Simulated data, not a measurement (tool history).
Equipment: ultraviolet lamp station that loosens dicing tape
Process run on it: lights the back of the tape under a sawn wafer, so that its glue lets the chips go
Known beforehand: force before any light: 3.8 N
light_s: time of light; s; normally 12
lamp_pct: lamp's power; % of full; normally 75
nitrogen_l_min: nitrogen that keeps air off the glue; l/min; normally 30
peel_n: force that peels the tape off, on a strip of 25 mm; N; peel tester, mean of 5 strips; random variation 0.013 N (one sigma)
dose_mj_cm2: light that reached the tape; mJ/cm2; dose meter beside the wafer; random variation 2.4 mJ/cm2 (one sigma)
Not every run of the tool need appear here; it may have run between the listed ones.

{"run": 1, "hour": 0.0, "light_s": 12, "lamp_pct": 75, "nitrogen_l_min": 30, "peel_n": 1.039, "dose_mj_cm2": 174}
{"run": 2, "hour": 34.2, "light_s": 12, "lamp_pct": 66, "nitrogen_l_min": 30, "peel_n": 1.185, "dose_mj_cm2": 149}
{"run": 3, "hour": 92.9, "light_s": 12, "lamp_pct": 75, "nitrogen_l_min": 30, "peel_n": 1.065, "dose_mj_cm2": 165}
{"run": 4, "hour": 124.6, "light_s": 12, "lamp_pct": 75, "nitrogen_l_min": 30, "peel_n": 1.104, "dose_mj_cm2": 166}
{"run": 5, "hour": 154.8, "light_s": 9, "lamp_pct": 75, "nitrogen_l_min": 30, "peel_n": 1.509, "dose_mj_cm2": 121}
{"run": 6, "hour": 206.2, "light_s": 9, "lamp_pct": 75, "nitrogen_l_min": 30, "peel_n": 0.949, "dose_mj_cm2": 178}
{"run": 7, "hour": 255.0, "light_s": 12, "lamp_pct": 75, "nitrogen_l_min": 15, "peel_n": 0.974, "dose_mj_cm2": 241}
{"run": 8, "hour": 304.9, "light_s": 12, "lamp_pct": 75, "nitrogen_l_min": 15, "peel_n": 0.977, "dose_mj_cm2": 239}
{"run": 9, "hour": 342.9, "light_s": 12, "lamp_pct": 75, "nitrogen_l_min": 30, "peel_n": 0.687, "dose_mj_cm2": 231}
{"run": 10, "hour": 394.3, "light_s": 12, "lamp_pct": 75, "nitrogen_l_min": 30, "peel_n": 0.725, "dose_mj_cm2": 234}
{"run": 11, "hour": 430.5, "light_s": 12, "lamp_pct": 75, "nitrogen_l_min": 57, "peel_n": 0.533, "dose_mj_cm2": 227}
{"run": 12, "hour": 493.7, "light_s": 12, "lamp_pct": 67, "nitrogen_l_min": 57, "peel_n": 0.652, "dose_mj_cm2": 199}
{"run": 13, "hour": 549.2, "light_s": 12, "lamp_pct": 75, "nitrogen_l_min": 53, "peel_n": 0.586, "dose_mj_cm2": 218}
{"run": 14, "hour": 582.0, "light_s": 12, "lamp_pct": 75, "nitrogen_l_min": 38, "peel_n": 0.718, "dose_mj_cm2": 212}
{"run": 15, "hour": 623.2, "light_s": 12, "lamp_pct": 96, "nitrogen_l_min": 30, "peel_n": 0.552, "dose_mj_cm2": 271}
{"run": 16, "hour": 680.3, "light_s": 12, "lamp_pct": 75, "nitrogen_l_min": 11, "peel_n": 1.188, "dose_mj_cm2": 227}
{"run": 17, "hour": 715.3, "light_s": 12, "lamp_pct": 75, "nitrogen_l_min": 23, "peel_n": 0.842, "dose_mj_cm2": 224}
{"run": 18, "hour": 767.3, "light_s": 12, "lamp_pct": 75, "nitrogen_l_min": 23, "peel_n": 0.848, "dose_mj_cm2": 225}
{"run": 19, "hour": 820.5, "light_s": 12, "lamp_pct": 75, "nitrogen_l_min": 23, "peel_n": 0.881, "dose_mj_cm2": 220}
{"run": 20, "hour": 868.2, "light_s": 12, "lamp_pct": 75, "nitrogen_l_min": 30, "peel_n": 0.761, "dose_mj_cm2": 217}
{"run": 21, "hour": 926.9, "light_s": 12, "lamp_pct": 75, "nitrogen_l_min": 30, "peel_n": 0.753, "dose_mj_cm2": 213}
{"run": 22, "hour": 980.1, "light_s": 12, "lamp_pct": 75, "nitrogen_l_min": 30, "peel_n": 0.82, "dose_mj_cm2": 207}
{"run": 23, "hour": 1031.1, "light_s": 12, "lamp_pct": 75, "nitrogen_l_min": 30, "peel_n": 0.822, "dose_mj_cm2": 205}
{"run": 24, "hour": 1080.7, "light_s": 18, "lamp_pct": 75, "nitrogen_l_min": 17, "peel_n": 0.656, "dose_mj_cm2": 303}
{"run": 25, "hour": 1138.5, "light_s": 18, "lamp_pct": 75, "nitrogen_l_min": 35, "peel_n": 0.452, "dose_mj_cm2": 295}
{"run": 26, "hour": 1172.7, "light_s": 18, "lamp_pct": 75, "nitrogen_l_min": 35, "peel_n": 0.459, "dose_mj_cm2": 296}
{"run": 27, "hour": 1231.7, "light_s": 16, "lamp_pct": 66, "nitrogen_l_min": 36, "peel_n": 0.662, "dose_mj_cm2": 229}
{"run": 28, "hour": 1288.5, "light_s": 19, "lamp_pct": 75, "nitrogen_l_min": 52, "peel_n": 0.325, "dose_mj_cm2": 326}
{"run": 29, "hour": 1319.3, "light_s": 12, "lamp_pct": 77, "nitrogen_l_min": 20, "peel_n": 0.99, "dose_mj_cm2": 212}
{"run": 30, "hour": 1365.1, "light_s": 13, "lamp_pct": 77, "nitrogen_l_min": 26, "peel_n": 0.8, "dose_mj_cm2": 225}
{"run": 31, "hour": 1403.6, "light_s": 14, "lamp_pct": 61, "nitrogen_l_min": 48, "peel_n": 0.758, "dose_mj_cm2": 190}
{"run": 32, "hour": 1452.6, "light_s": 12, "lamp_pct": 61, "nitrogen_l_min": 40, "peel_n": 0.988, "dose_mj_cm2": 156}
{"run": 33, "hour": 1509.5, "light_s": 12, "lamp_pct": 61, "nitrogen_l_min": 40, "peel_n": 1.042, "dose_mj_cm2": 159}
{"run": 34, "hour": 1550.3, "light_s": 11, "lamp_pct": 94, "nitrogen_l_min": 30, "peel_n": 0.765, "dose_mj_cm2": 218}
{"run": 35, "hour": 1581.2, "light_s": 15, "lamp_pct": 99, "nitrogen_l_min": 58, "peel_n": 0.352, "dose_mj_cm2": 309}
{"run": 36, "hour": 1613.0, "light_s": 15, "lamp_pct": 99, "nitrogen_l_min": 58, "peel_n": 0.35, "dose_mj_cm2": 305}
{"run": 37, "hour": 1642.2, "light_s": 23, "lamp_pct": 92, "nitrogen_l_min": 36, "peel_n": 0.272, "dose_mj_cm2": 431}
{"run": 38, "hour": 1701.6, "light_s": 12, "lamp_pct": 82, "nitrogen_l_min": 56, "peel_n": 0.668, "dose_mj_cm2": 198}
{"run": 39, "hour": 1758.6, "light_s": 12, "lamp_pct": 82, "nitrogen_l_min": 56, "peel_n": 0.694, "dose_mj_cm2": 193}
{"run": 40, "hour": 1790.7, "light_s": 12, "lamp_pct": 82, "nitrogen_l_min": 56, "peel_n": 0.678, "dose_mj_cm2": 192}
{"run": 41, "hour": 1822.6, "light_s": 9, "lamp_pct": 75, "nitrogen_l_min": 29, "peel_n": 1.38, "dose_mj_cm2": 132}
{"run": 42, "hour": 1854.0, "light_s": 19, "lamp_pct": 80, "nitrogen_l_min": 34, "peel_n": 0.461, "dose_mj_cm2": 290}

The log once held 4 entries between its listed runs, left out of this copy. Where does each go, and what is different about the tool's unlogged condition between the listed run before it and the listed run after it?
In the gap between runs 5 and 6: lamp changed (hour 195.9)
  lamp's light, % of a new lamp's: 65.7 -> 99.5; light that the window lets through, % of a clean one's: 96.6 -> 96
  difference, measured minus the result without the unlogged condition, peel_n: +0.582 -> +0.052 N; dose_mj_cm2: -70 -> -9 mJ/cm2
In the gap between runs 11 and 12: window cleaned of glue's vapour (hour 472.4)
  lamp's light, % of a new lamp's: 95.8 -> 94.7; light that the window lets through, % of a clean one's: 93.4 -> 91.1
  difference, measured minus the result without the unlogged condition, peel_n: +0.079 -> +0.127 N; dose_mj_cm2: -27 -> -31 mJ/cm2
In the gap between runs 15 and 16: window cleaned of glue's vapour, once more (hour 626.4)
  lamp's light, % of a new lamp's: 92.5 -> 91.6; light that the window lets through, % of a clean one's: 89.5 -> 98.5
  difference, measured minus the result without the unlogged condition, peel_n: +0.133 -> +0.129 N; dose_mj_cm2: -56 -> -25 mJ/cm2
In the gap between runs 27 and 28: window cleaned of glue's vapour (hour 1270.2)
  lamp's light, % of a new lamp's: 82.4 -> 81.5; light that the window lets through, % of a clean one's: 91.8 -> 99.4
  difference, measured minus the result without the unlogged condition, peel_n: +0.220 -> +0.067 N; dose_mj_cm2: -73 -> -77 mJ/cm2
